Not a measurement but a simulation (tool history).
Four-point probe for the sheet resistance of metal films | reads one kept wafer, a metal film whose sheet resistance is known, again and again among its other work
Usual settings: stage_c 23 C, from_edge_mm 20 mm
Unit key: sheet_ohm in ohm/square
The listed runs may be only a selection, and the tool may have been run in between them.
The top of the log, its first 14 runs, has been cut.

run	hour	stage_c	from_edge_mm	sheet_ohm
15	1361.9	34	20	0.500329
16	1425.9	34	20	0.500281
17	1555.3	28	20	0.502845
18	1618	24	20	0.504005
19	1715.8	24	20	0.503998
20	1846.5	30	32	0.501825
21	1928.6	30	8	0.50578
22	2024	26	15	0.504533
23	2112.3	35	8	0.504383
24	2248.6	26	14	0.504889
25	2340.4	26	14	0.504881
26	2428.8	29	14	0.503923
27	2546.3	29	10	0.505329
28	2606.2	22	10	0.507782
29	2708.8	20	16	0.507031
30	2837.7	20	16	0.507267
31	2957.2	20	16	0.507368
32	3046.2	30	33	0.503299
33	3185.8	23	33	0.505677
# hour 3329.9: new probe head fitted
34	3335.1	23	33	0.503465
35	3419.5	24	4	0.5194

5 options for the next run, each taken on its own from the tool as it stands now. Forecast them:
A	3547.3	32	12	?
B	3547.3	24	44	?
C	3547.3	26	4	?
D	3547.3	23	7	?
E	3547.3	27	4	?

run	sheet_ohm
A	0.502262
B	0.503269
C	0.518801
D	0.509002
E	0.518681
Stripped of hidden state, with their random variation kept, the same runs would have yielded:
run	sheet_ohm
A	0.503719
B	0.504748
C	0.52032
D	0.510501
E	0.520197
